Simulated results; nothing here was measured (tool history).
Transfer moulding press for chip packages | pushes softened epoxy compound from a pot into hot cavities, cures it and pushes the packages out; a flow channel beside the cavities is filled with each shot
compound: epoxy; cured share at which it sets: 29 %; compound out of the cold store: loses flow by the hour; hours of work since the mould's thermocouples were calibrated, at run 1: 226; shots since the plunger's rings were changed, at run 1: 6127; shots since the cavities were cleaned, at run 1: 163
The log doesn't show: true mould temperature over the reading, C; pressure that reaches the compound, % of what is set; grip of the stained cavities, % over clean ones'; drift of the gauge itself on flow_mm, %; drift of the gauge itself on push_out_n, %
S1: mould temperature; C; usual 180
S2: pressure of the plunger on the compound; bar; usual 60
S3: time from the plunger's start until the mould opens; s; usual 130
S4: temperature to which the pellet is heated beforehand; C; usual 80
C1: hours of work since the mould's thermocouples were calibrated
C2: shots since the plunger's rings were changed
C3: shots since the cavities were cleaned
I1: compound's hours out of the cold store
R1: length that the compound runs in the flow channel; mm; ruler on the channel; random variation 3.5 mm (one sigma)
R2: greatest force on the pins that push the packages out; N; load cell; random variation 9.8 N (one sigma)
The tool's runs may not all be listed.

run,hour,S1,S2,S3,S4,C1,C2,C3,I1,R1,R2
1,0,180,60,130,80,226,6127,163,46.2,695,444
# hour 39.5: plunger's sealing rings changed
2,44.7,180,60,130,80,250,41,491,39.6,718,451
3,81.6,180,60,130,80,271,328,778,11,833,467
# hour 99.2: cavities cleaned with cleaning compound and waxed
4,114.8,180,60,130,80,289,574,122,47.4,692,439
5,136.8,180,60,130,80,301,745,293,27.9,767,442
6,157.4,180,60,147,80,313,905,453,14.7,817,404
7,194.3,180,60,130,80,334,1191,739,25,777,455
# hour 217.2: cavities cleaned with cleaning compound and waxed
8,237,180,60,130,80,357,1510,153,34.6,734,454
9,270.8,180,60,137,80,377,1773,416,13.5,824,422
10,309.7,180,60,137,80,399,2075,718,11,832,447
11,331.2,180,60,130,75,411,2242,885,24.1,775,444
# hour 336.2: cavities cleaned with cleaning compound and waxed
12,351.6,180,60,119,80,422,2389,120,41.6,715,502
13,375.1,180,60,130,79,435,2571,302,21.5,788,451
14,400.8,180,60,130,79,449,2770,501,36,730,447
15,437.9,180,60,144,80,471,3058,789,8.4,839,429
# hour 454.2: cavities cleaned with cleaning compound and waxed
16,473,180,58,144,80,490,3319,146,26.8,750,423
17,502.5,180,58,144,81,506,3548,375,26,763,403
18,539.8,180,45.6,144,81,527,3837,664,24.7,675,427
19,560.7,180,49.7,130,80,539,4000,827,31.7,680,456
# hour 571.3: cavities cleaned with cleaning compound and waxed
20,594.5,180,69.3,119,80,558,4250,180,41.6,771,504
21,626.9,181,49,138,77,576,4502,432,31.9,673,401
22,669.6,181,49,138,77,600,4834,764,46.7,628,402
# hour 690.3: cavities cleaned with cleaning compound and waxed
23,713.3,185,60,130,78,624,5161,178,37.9,708,397
24,755.3,185,60,130,78,648,5487,504,33.9,726,390
25,799.1,185,60,130,78,673,5827,844,33.4,727,391
# hour 808.5: cavities cleaned with cleaning compound and waxed
# hour 827.9: mould's thermocouples calibrated
26,838.2,180,60,143,83,6,6104,216,40.2,719,415
# hour 880.1: plunger's sealing rings changed
27,883.9,180,49.7,130,90,30,30,551,17.4,726,445

4 ways to go on from here, each from the tool as it stands after run 27. What would each give?
A,905.7,176,54.8,130,80,43,199,720,15,?,?
B,905.7,187,49.7,131,77,43,199,720,20.5,?,?
C,905.7,180,53.3,137,79,43,199,720,42.2,?,?
D,905.7,180,49.7,130,73,43,199,720,18.1,?,?

run,R1,R2
A,803,578
B,696,391
C,671,421
D,736,469
Without the tool's hidden state the same runs would have given:
run,R1,R2
A,803,573
B,696,388
C,671,418
D,736,465

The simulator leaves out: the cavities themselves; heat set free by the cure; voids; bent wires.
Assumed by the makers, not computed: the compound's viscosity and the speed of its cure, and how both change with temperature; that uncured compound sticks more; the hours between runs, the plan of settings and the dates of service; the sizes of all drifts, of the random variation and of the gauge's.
